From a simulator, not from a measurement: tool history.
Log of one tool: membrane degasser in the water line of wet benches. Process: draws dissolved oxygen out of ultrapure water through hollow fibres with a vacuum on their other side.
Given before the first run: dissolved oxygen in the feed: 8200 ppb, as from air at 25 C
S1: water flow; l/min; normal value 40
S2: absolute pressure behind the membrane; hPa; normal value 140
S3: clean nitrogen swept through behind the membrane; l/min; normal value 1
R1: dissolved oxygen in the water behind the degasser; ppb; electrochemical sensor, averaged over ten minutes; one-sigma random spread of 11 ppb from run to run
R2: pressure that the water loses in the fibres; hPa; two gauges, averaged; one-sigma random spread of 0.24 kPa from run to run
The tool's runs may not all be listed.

run 1 hour=0 | S1=40 S2=140 S3=1 | R1=1075.6 R2=643.7
run 2 hour=72.9 | S1=40 S2=140 S3=1 | R1=1079.1 R2=644.3
run 3 hour=131.3 | S1=40 S2=140 S3=0.51 | R1=1523.7 R2=643.3
run 4 hour=194.5 | S1=40 S2=140 S3=1 | R1=1086.6 R2=646.2
run 5 hour=297.7 | S1=40 S2=140 S3=1 | R1=1078.6 R2=643.4
run 6 hour=383.9 | S1=40 S2=140 S3=1 | R1=1101.9 R2=647
run 7 hour=453.3 | S1=40 S2=299 S3=1 | R1=2008.8 R2=649.5
run 8 hour=571.5 | S1=40 S2=299 S3=1 | R1=2009.9 R2=637.7
run 9 hour=705.1 | S1=40 S2=347 S3=1 | R1=2244 R2=650.2
run 10 hour=786.7 | S1=40 S2=347 S3=1 | R1=2211.4 R2=648.8
-- hour=793.3 vacuum gauge calibrated
run 11 hour=889.4 | S1=40 S2=347 S3=1 | R1=2202.3 R2=650.3
run 12 hour=965.9 | S1=40 S2=347 S3=1 | R1=2266.1 R2=651.3
run 13 hour=1093.3 | S1=40 S2=140 S3=1 | R1=1070.8 R2=652.4
run 14 hour=1217.4 | S1=40 S2=140 S3=1 | R1=1091.1 R2=650.9
run 15 hour=1292.8 | S1=40 S2=140 S3=1 | R1=1082.1 R2=652.3
run 16 hour=1388.5 | S1=40 S2=140 S3=1 | R1=1082.2 R2=653.9
run 17 hour=1458.1 | S1=34 S2=93 S3=2.23 | R1=433.7 R2=557.3
run 18 hour=1596.8 | S1=40 S2=164 S3=2.12 | R1=852.4 R2=654.1
run 19 hour=1677.5 | S1=40 S2=140 S3=0.54 | R1=1463.5 R2=655.6
run 20 hour=1815.5 | S1=50 S2=140 S3=0.78 | R1=1560.8 R2=821.2
run 21 hour=1874.8 | S1=40 S2=247 S3=1.64 | R1=1304.4 R2=658.3
run 22 hour=2012.8 | S1=40 S2=247 S3=1.2 | R1=1557.5 R2=654.9
run 23 hour=2121.5 | S1=27 S2=247 S3=1.2 | R1=1067.2 R2=444.1
run 24 hour=2187.2 | S1=27 S2=247 S3=1.2 | R1=1052.4 R2=444.8
run 25 hour=2247.4 | S1=30 S2=127 S3=0.76 | R1=858.7 R2=496.8
run 26 hour=2346.1 | S1=64 S2=289 S3=1.46 | R1=2406.8 R2=1053.7
run 27 hour=2421.2 | S1=64 S2=289 S3=1.46 | R1=2410.8 R2=1056
run 28 hour=2514.1 | S1=40 S2=106 S3=1.68 | R1=713.5 R2=661.6
run 29 hour=2636.3 | S1=61 S2=141 S3=0.56 | R1=2155.9 R2=1010.9
run 30 hour=2739.2 | S1=62 S2=94 S3=1.09 | R1=1419.7 R2=1019.4
run 31 hour=2842.2 | S1=40 S2=140 S3=1 | R1=1097.4 R2=662.4
run 32 hour=2971.8 | S1=40 S2=92 S3=1 | R1=794.3 R2=662.8

Alternative continuations, all from the tool just after run 32; predict every row:
run A hour=3089.8 | S1=40 S2=246 S3=1 | R1=? R2=?
run B hour=3089.8 | S1=38 S2=176 S3=2.49 | R1=? R2=?
run C hour=3089.8 | S1=32 S2=207 S3=1 | R1=? R2=?
run D hour=3089.8 | S1=30 S2=140 S3=0.55 | R1=? R2=?

run=A R1=1722.6 R2=662.1
run=B R1=767.3 R2=631.2
run=C R1=1196.2 R2=527.4
run=D R1=1148.5 R2=500.6
Had the tool no hidden state, the same runs would have come out as:
run=A R1=1679.4 R2=634.2
run=B R1=721.8 R2=604.5
run=C R1=1161.5 R2=505.1
run=D R1=1119.7 R2=479.5

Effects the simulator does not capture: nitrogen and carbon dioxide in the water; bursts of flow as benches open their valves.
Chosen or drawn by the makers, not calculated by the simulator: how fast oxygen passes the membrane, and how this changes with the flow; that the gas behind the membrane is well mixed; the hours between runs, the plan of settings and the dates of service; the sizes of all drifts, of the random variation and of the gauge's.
